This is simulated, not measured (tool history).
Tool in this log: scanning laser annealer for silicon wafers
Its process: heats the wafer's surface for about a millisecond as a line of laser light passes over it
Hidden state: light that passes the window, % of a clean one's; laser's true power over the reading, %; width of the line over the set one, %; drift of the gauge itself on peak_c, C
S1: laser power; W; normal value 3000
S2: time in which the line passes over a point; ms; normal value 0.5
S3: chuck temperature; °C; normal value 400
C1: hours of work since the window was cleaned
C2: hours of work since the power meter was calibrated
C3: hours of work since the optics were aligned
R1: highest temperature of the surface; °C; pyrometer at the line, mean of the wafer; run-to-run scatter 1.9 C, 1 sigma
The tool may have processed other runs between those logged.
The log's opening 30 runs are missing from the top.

run	day	S1	S2	S3	C1	C2	C3	R1
31	25.196	2998	0.377	423	111	757	113	1115
32	26.3	3064	0.574	425	127	773	129	1330
33	27.079	3064	0.574	425	138	784	140	1327
34	27.679	2713	0.409	407	146	792	148	1064
35	28.396	2713	0.409	407	156	802	158	1064
36	29.5	2713	0.6	365	172	817	174	1190
37	30.204	2713	0.563	365	181	827	183	1162
38	31.012	2918	0.5	400	193	839	195	1195
39	31.875	3211	0.577	414	205	851	207	1362
40	32.838	2889	0.47	381	218	864	220	1139
41	33.792	2682	0.61	379	232	878	234	1203

Here are 4 independent what-if runs from the current tool condition. What would each one return?
A	34.425	3204	0.62	383	241	886	243	?
B	34.425	2596	0.357	379	241	886	243	?
C	34.425	2676	0.452	426	241	886	243	?
D	34.425	3000	0.428	436	241	886	243	?

run	R1
A	1368
B	960
C	1114
D	1178
With no hidden state in the tool, these same runs would have given:
run	R1
A	1378
B	966
C	1121
D	1185

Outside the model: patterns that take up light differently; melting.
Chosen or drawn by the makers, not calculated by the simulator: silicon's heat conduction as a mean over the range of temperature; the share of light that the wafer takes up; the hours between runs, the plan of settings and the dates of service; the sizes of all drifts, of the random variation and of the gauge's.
